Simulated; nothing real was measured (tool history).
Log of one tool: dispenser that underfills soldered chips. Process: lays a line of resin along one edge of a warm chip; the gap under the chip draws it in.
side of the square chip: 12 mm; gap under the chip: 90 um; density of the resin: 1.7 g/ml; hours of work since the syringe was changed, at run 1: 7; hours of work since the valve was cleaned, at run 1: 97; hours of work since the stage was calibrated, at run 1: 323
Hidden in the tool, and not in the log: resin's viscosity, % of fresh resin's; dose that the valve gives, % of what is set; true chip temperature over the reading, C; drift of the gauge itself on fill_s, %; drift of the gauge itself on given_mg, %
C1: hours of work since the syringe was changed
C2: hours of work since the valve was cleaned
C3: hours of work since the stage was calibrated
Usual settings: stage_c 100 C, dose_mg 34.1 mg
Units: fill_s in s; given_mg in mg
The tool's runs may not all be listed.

run 1 hour=0.0 | stage_c=100 dose_mg=34.1 | C1=7 C2=97 C3=323 | fill_s=104.5 given_mg=31.78
-- hour=1.3 new syringe of resin
run 2 hour=8.3 | stage_c=100 dose_mg=34.1 | C1=4 C2=102 C3=328 | fill_s=89.3 given_mg=31.31
-- hour=13.4 new syringe of resin
-- hour=20.1 dispensing valve cleaned and set on the balance
run 3 hour=21.1 | stage_c=100 dose_mg=34.1 | C1=4 C2=1 C3=335 | fill_s=84.8 given_mg=34.10
-- hour=26.4 new syringe of resin
run 4 hour=29.6 | stage_c=86 dose_mg=34.1 | C1=2 C2=6 C3=340 | fill_s=139.4 given_mg=33.96
run 5 hour=36.9 | stage_c=86 dose_mg=34.1 | C1=6 C2=10 C3=345 | fill_s=198.3 given_mg=33.85
-- hour=38.5 new syringe of resin
run 6 hour=44.8 | stage_c=100 dose_mg=34.1 | C1=4 C2=15 C3=349 | fill_s=84.2 given_mg=33.58
-- hour=50.6 new syringe of resin
run 7 hour=58.3 | stage_c=100 dose_mg=34.1 | C1=5 C2=23 C3=357 | fill_s=90.7 given_mg=33.33
-- hour=62.8 new syringe of resin
run 8 hour=68.1 | stage_c=100 dose_mg=34.1 | C1=3 C2=29 C3=363 | fill_s=81.2 given_mg=33.29
-- hour=75.5 new syringe of resin
run 9 hour=79.6 | stage_c=100 dose_mg=34.1 | C1=3 C2=36 C3=370 | fill_s=79.6 given_mg=32.81
-- hour=88.0 new syringe of resin
run 10 hour=96.1 | stage_c=100 dose_mg=34.1 | C1=5 C2=46 C3=380 | fill_s=95.0 given_mg=32.93
-- hour=99.9 new syringe of resin
run 11 hour=104.9 | stage_c=100 dose_mg=34.1 | C1=3 C2=51 C3=385 | fill_s=80.0 given_mg=32.91
-- hour=112.4 new syringe of resin
run 12 hour=119.6 | stage_c=100 dose_mg=34.1 | C1=4 C2=60 C3=394 | fill_s=87.5 given_mg=32.27
-- hour=125.0 new syringe of resin
run 13 hour=136.4 | stage_c=102 dose_mg=38.8 | C1=7 C2=70 C3=404 | fill_s=97.5 given_mg=36.41

Run 14 comes next. What will it give?
-- hour=138.2 new syringe of resin
run 14 hour=149.4 | stage_c=111 dose_mg=31.7 | C1=7 C2=78 C3=412 | fill_s=? given_mg=?

{"run 14": {"fill_s": 70.0, "given_mg": 29.74}}
Without the tool's hidden state the same run would have given fill_s 43.7 s, given_mg 31.73 mg.
